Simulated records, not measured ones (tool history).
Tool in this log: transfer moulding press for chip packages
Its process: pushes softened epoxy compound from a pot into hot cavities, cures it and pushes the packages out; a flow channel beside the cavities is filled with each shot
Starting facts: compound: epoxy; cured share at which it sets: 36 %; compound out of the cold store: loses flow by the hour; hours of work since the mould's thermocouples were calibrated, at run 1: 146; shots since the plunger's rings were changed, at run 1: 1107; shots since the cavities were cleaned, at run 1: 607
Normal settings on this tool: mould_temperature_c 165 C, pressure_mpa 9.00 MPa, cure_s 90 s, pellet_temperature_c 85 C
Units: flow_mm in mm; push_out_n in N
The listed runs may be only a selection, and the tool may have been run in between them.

run	hour	mould_temperature_c	pressure_mpa	cure_s	pellet_temperature_c	hours of work since the mould's thermocouples were calibrated	shots since the plunger's rings were changed	shots since the cavities were cleaned	incoming compound's hours out of the cold store	flow_mm	push_out_n
1	0.0	165	9.00	90	85	146	1107	607	21.8	665	312
2	9.9	162	9.00	90	85	151	1201	701	37.1	626	354
3	20.2	165	9.00	107	85	156	1299	799	16.5	679	266
# hour 43.2: cavities cleaned with cleaning compound and waxed
4	43.6	165	9.00	107	85	168	1506	4	34.4	623	277
5	64.5	171	9.00	90	85	179	1704	202	31.4	617	268
6	74.8	171	9.00	90	85	184	1801	299	27.2	628	276
7	97.9	171	9.00	90	85	197	2021	519	43.5	579	278
8	120.7	172	9.00	90	85	209	2236	734	24.0	633	260
9	143.0	165	9.94	90	85	220	2447	945	43.1	626	304
# hour 150.4: cavities cleaned with cleaning compound and waxed
10	166.7	165	9.00	90	85	232	2658	155	34.8	623	317
11	188.8	165	9.00	90	85	244	2867	364	22.0	664	308
12	205.2	165	9.00	90	85	252	3022	519	12.0	699	326
13	221.7	165	9.00	118	85	261	3178	675	46.7	587	281
14	236.2	165	9.00	90	93	269	3316	813	12.3	695	310
15	247.5	165	9.00	129	76	275	3424	921	38.3	612	263
# hour 257.9: cavities cleaned with cleaning compound and waxed
16	264.0	165	9.00	129	76	283	3566	59	39.4	609	267
17	279.8	165	7.07	90	75	291	3715	208	44.0	529	291
18	293.2	166	9.00	94	88	298	3841	334	25.0	652	291
19	313.1	166	9.00	94	88	309	4030	523	14.4	684	283
20	336.4	168	7.31	97	76	321	4251	744	45.8	525	272
21	355.0	163	8.78	94	77	331	4427	920	22.9	661	335
# hour 366.3: cavities cleaned with cleaning compound and waxed
22	372.6	163	8.78	94	77	339	4580	60	36.8	616	312

The next listed run, before its measurement:
23	394.7	165	7.53	73	85	351	4789	269	22.9	?	?

Run 23 gave flow_mm 606 mm, push_out_n 456 N.
Minus the tool's unlogged condition, the same run would have read flow_mm 607 mm, push_out_n 454 N.
